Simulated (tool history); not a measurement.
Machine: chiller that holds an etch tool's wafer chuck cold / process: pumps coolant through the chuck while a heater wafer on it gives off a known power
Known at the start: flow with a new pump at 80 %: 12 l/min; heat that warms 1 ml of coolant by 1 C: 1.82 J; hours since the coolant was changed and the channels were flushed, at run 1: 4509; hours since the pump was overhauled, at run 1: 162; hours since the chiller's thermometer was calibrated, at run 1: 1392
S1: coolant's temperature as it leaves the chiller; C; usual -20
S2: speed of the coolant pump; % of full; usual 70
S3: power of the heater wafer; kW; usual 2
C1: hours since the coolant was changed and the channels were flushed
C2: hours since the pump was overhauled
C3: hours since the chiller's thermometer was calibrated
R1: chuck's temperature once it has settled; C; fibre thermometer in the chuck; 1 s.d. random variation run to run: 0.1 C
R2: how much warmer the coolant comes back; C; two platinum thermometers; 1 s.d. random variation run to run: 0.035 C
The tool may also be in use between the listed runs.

{"run": 1, "hour": 0.0, "S1": -20, "S2": 70, "S3": 2, "C1": 4509, "C2": 162, "C3": 1392, "R1": -4.9, "R2": 6.21}
{"run": 2, "hour": 15.4, "S1": -20, "S2": 70, "S3": 2, "C1": 4525, "C2": 177, "C3": 1407, "R1": -5.1, "R2": 6.2}
{"run": 3, "hour": 48.0, "S1": -20, "S2": 60, "S3": 2, "C1": 4557, "C2": 210, "C3": 1440, "R1": -3.3, "R2": 7.21}
{"run": 4, "hour": 63.6, "S1": -20, "S2": 60, "S3": 2, "C1": 4573, "C2": 226, "C3": 1455, "R1": -3.2, "R2": 7.23}
{"run": 5, "hour": 89.2, "S1": -20, "S2": 60, "S3": 2, "C1": 4598, "C2": 251, "C3": 1481, "R1": -3.1, "R2": 7.25}
{"run": 6, "hour": 121.0, "S1": -20, "S2": 70, "S3": 1.336, "C1": 4630, "C2": 283, "C3": 1513, "R1": -9.9, "R2": 4.16}
{"run": 7, "hour": 134.6, "S1": -20, "S2": 70, "S3": 1.336, "C1": 4644, "C2": 297, "C3": 1526, "R1": -9.9, "R2": 4.17}
{"run": 8, "hour": 163.2, "S1": -24, "S2": 70, "S3": 1.336, "C1": 4672, "C2": 325, "C3": 1555, "R1": -13.9, "R2": 4.17}
{"run": 9, "hour": 189.4, "S1": -24, "S2": 70, "S3": 1.336, "C1": 4699, "C2": 352, "C3": 1581, "R1": -13.9, "R2": 4.18}
{"run": 10, "hour": 221.4, "S1": -24, "S2": 70, "S3": 1.336, "C1": 4731, "C2": 384, "C3": 1613, "R1": -14, "R2": 4.18}
{"run": 11, "hour": 247.8, "S1": -24, "S2": 70, "S3": 1.336, "C1": 4757, "C2": 410, "C3": 1639, "R1": -13.8, "R2": 4.22}
{"hour": 255.6, "done": "coolant pump overhauled"}
{"run": 12, "hour": 272.7, "S1": -24, "S2": 70, "S3": 1.336, "C1": 4777, "C2": 17, "C3": 1659, "R1": -14, "R2": 4.19}
{"run": 13, "hour": 291.0, "S1": -26, "S2": 91, "S3": 1.748, "C1": 4795, "C2": 35, "C3": 1678, "R1": -15, "R2": 4.23}
{"run": 14, "hour": 311.3, "S1": -17, "S2": 68, "S3": 2.393, "C1": 4815, "C2": 56, "C3": 1698, "R1": 1.6, "R2": 7.79}
{"run": 15, "hour": 330.8, "S1": -20, "S2": 70, "S3": 1.617, "C1": 4835, "C2": 75, "C3": 1717, "R1": -7.7, "R2": 5.05}
{"run": 16, "hour": 355.1, "S1": -13, "S2": 65, "S3": 2.105, "C1": 4859, "C2": 100, "C3": 1742, "R1": 3.9, "R2": 7.15}
{"run": 17, "hour": 387.6, "S1": -13, "S2": 65, "S3": 2.105, "C1": 4892, "C2": 132, "C3": 1774, "R1": 3.8, "R2": 7.07}
{"run": 18, "hour": 413.7, "S1": -12, "S2": 82, "S3": 2.475, "C1": 4918, "C2": 158, "C3": 1800, "R1": 4.8, "R2": 6.63}
{"hour": 421.4, "done": "coolant pump overhauled, once more"}
{"run": 19, "hour": 434.2, "S1": -14, "S2": 84, "S3": 1.359, "C1": 4933, "C2": 13, "C3": 1816, "R1": -5, "R2": 3.5}
{"run": 20, "hour": 453.5, "S1": -19, "S2": 92, "S3": 2, "C1": 4953, "C2": 32, "C3": 1835, "R1": -6.6, "R2": 4.77}
{"run": 21, "hour": 485.1, "S1": -13, "S2": 89, "S3": 2, "C1": 4984, "C2": 64, "C3": 1867, "R1": -0.3, "R2": 4.96}
{"run": 22, "hour": 510.4, "S1": -13, "S2": 69, "S3": 2, "C1": 5010, "C2": 89, "C3": 1892, "R1": 2.3, "R2": 6.32}
{"run": 23, "hour": 542.8, "S1": -20, "S2": 69, "S3": 1.367, "C1": 5042, "C2": 121, "C3": 1924, "R1": -9.5, "R2": 4.28}

Here are 4 independent what-if runs from the current tool condition. What would each one return?
{"run": "A", "hour": 575.5, "S1": -15, "S2": 83, "S3": 1.088, "C1": 5075, "C2": 154, "C3": 1957, "R1": "?", "R2": "?"}
{"run": "B", "hour": 575.5, "S1": -16, "S2": 64, "S3": 1.907, "C1": 5075, "C2": 154, "C3": 1957, "R1": "?", "R2": "?"}
{"run": "C", "hour": 575.5, "S1": -13, "S2": 69, "S3": 1.244, "C1": 5075, "C2": 154, "C3": 1957, "R1": "?", "R2": "?"}
{"run": "D", "hour": 575.5, "S1": -23, "S2": 81, "S3": 2.847, "C1": 5075, "C2": 154, "C3": 1957, "R1": "?", "R2": "?"}

run=A R1=-7.7 R2=2.86
run=B R1=-0.5 R2=6.43
run=C R1=-3.6 R2=3.96
run=D R1=-3.3 R2=7.74
Without the tool's unlogged condition, the same runs would have read:
run=A R1=-8.1 R2=2.87
run=B R1=-1.4 R2=6.45
run=C R1=-4.1 R2=3.98
run=D R1=-4.4 R2=7.77
